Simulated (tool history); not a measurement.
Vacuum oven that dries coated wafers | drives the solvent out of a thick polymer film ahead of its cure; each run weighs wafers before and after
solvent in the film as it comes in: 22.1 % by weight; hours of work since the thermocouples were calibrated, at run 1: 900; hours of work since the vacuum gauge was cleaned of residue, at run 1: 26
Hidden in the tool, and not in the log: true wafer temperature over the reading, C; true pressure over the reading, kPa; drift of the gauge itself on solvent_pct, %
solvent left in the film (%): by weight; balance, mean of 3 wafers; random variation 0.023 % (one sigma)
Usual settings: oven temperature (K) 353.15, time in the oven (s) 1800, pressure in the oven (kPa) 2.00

run   hour  oven temperature (K)  time in the oven (s)  pressure in the oven (kPa)  hours of work since the thermocouples were calibrated  hours of work since the vacuum gauge was cleaned of residue  solvent left in the film (%)
  1    0.0                353.15                  1800                        2.00                                                    900                                                           26                          2.28
  2   14.5                353.15                  1800                        2.00                                                    907                                                           33                          2.30
  3   22.5                353.15                  1800                        2.00                                                    911                                                           37                          2.30
  4   30.1                353.15                  1800                        2.00                                                    915                                                           41                          2.32
  5   43.1                353.15                  1800                        2.00                                                    921                                                           47                          2.29
  6   54.3                353.15                  1800                        2.51                                                    927                                                           53                          2.54
  7   61.8                353.15                  1800                        2.51                                                    930                                                           56                          2.53
  8   77.5                353.15                  1800                        2.51                                                    938                                                           64                          2.53
  9   88.6                353.15                  1800                        2.51                                                    943                                                           70                          2.51
 10  103.9                353.15                  1800                        2.51                                                    951                                                           77                          2.49
 11  115.7                347.15                  1800                        2.00                                                    957                                                           83                          4.55
 12  130.8                353.15                  1800                        6.76                                                    964                                                           90                          4.34
 13  140.6                353.15                  1800                        6.76                                                    969                                                           95                          4.33
 14  154.1                353.15                  1800                        6.76                                                    976                                                          102                          4.34
 15  171.2                353.15                  1800                        6.76                                                    984                                                          110                          4.32
 16  186.0                365.15                  1800                        2.00                                                    991                                                          117                          0.60
 17  198.0                365.15                  1800                        2.00                                                    997                                                          123                          0.63
 18  213.9                353.15                  1800                        2.00                                                   1005                                                          131                          2.31
 19  228.8                353.15                  1080                        2.00                                                   1012                                                          139                          4.64
 20  236.9                353.15                  1080                        2.97                                                   1016                                                          142                          5.04
 21  244.3                353.15                  1800                        3.98                                                   1020                                                          146                          3.12
 22  255.6                353.15                  1800                        3.98                                                   1026                                                          152                          3.14
 23  265.8                339.15                  1800                        3.98                                                   1031                                                          157                          9.73
 24  282.6                339.15                  1800                        3.98                                                   1039                                                          165                          9.66
 25  295.0                344.15                  2760                        7.64                                                   1045                                                          171                          7.00
 26  304.4                363.15                  1860                        3.90                                                   1050                                                          176                          1.28
 27  318.1                356.15                  2460                        2.00                                                   1056                                                          182                          1.07
 28  328.1                355.15                  2520                        2.00                                                   1061                                                          187                          1.15
 29  337.5                354.15                   960                        2.54                                                   1066                                                          192                          5.13
 30  345.6                354.15                   960                        2.54                                                   1070                                                          196                          5.14
 31  353.4                354.15                   960                        2.54                                                   1074                                                          200                          5.14
 32  363.8                363.15                  1380                        2.64                                                   1079                                                          205                          1.14
 33  378.0                355.15                  1380                        6.13                                                   1086                                                          212                          4.29
 34  388.4                355.15                  1380                        1.31                                                   1091                                                          217                          2.44
 35  402.4                343.15                   900                        2.42                                                   1098                                                          224                         10.84
 36  418.2                343.15                   900                        2.42                                                   1105                                                          232                         10.86
 37  426.0                353.15                  1380                        2.16                                                   1109                                                          235                          3.50
 38  443.2                359.15                  1440                        1.02                                                   1118                                                          244                          1.14
 39  451.9                359.15                  1500                        4.71                                                   1122                                                          248                          2.38
 40  465.6                359.15                  1500                        4.71                                                   1129                                                          255                          2.32
 41  473.7                355.15                  1800                        3.05                                                   1133                                                          259                          2.24
 42  484.7                344.15                  1020                        3.10                                                   1138                                                          264                          9.97
 43  496.9                344.15                  1020                        3.10                                                   1144                                                          270                          9.91
 44  505.3                348.15                  1020                        2.42                                                   1148                                                          274                          7.68
     511.7  -- oven's thermocouples calibrated
 45  523.5                351.15                  1440                        3.92                                                      6                                                          282                          4.85
 46  539.5                351.15                  1440                        3.92                                                     14                                                          290                          4.82
 47  548.2                360.15                   900                        3.92                                                     18                                                          295                          3.49

Forecast each of these 4 alternatives for the next run:
  A  557.6                360.15                  1740                        4.54                                                     23                                                          299                             ?
  B  557.6                353.15                  1800                        1.10                                                     23                                                          299                             ?
  C  557.6                360.15                   900                        2.83                                                     23                                                          299                             ?
  D  557.6                358.15                  1080                        1.54                                                     23                                                          299                             ?

run  solvent left in the film (%)
  A                          1.88
  B                          1.93
  C                          3.14
  D                          2.59
Without the tool's hidden state the same runs would have given:
run  solvent left in the film (%)
  A                          1.88
  B                          1.93
  C                          3.14
  D                          2.60

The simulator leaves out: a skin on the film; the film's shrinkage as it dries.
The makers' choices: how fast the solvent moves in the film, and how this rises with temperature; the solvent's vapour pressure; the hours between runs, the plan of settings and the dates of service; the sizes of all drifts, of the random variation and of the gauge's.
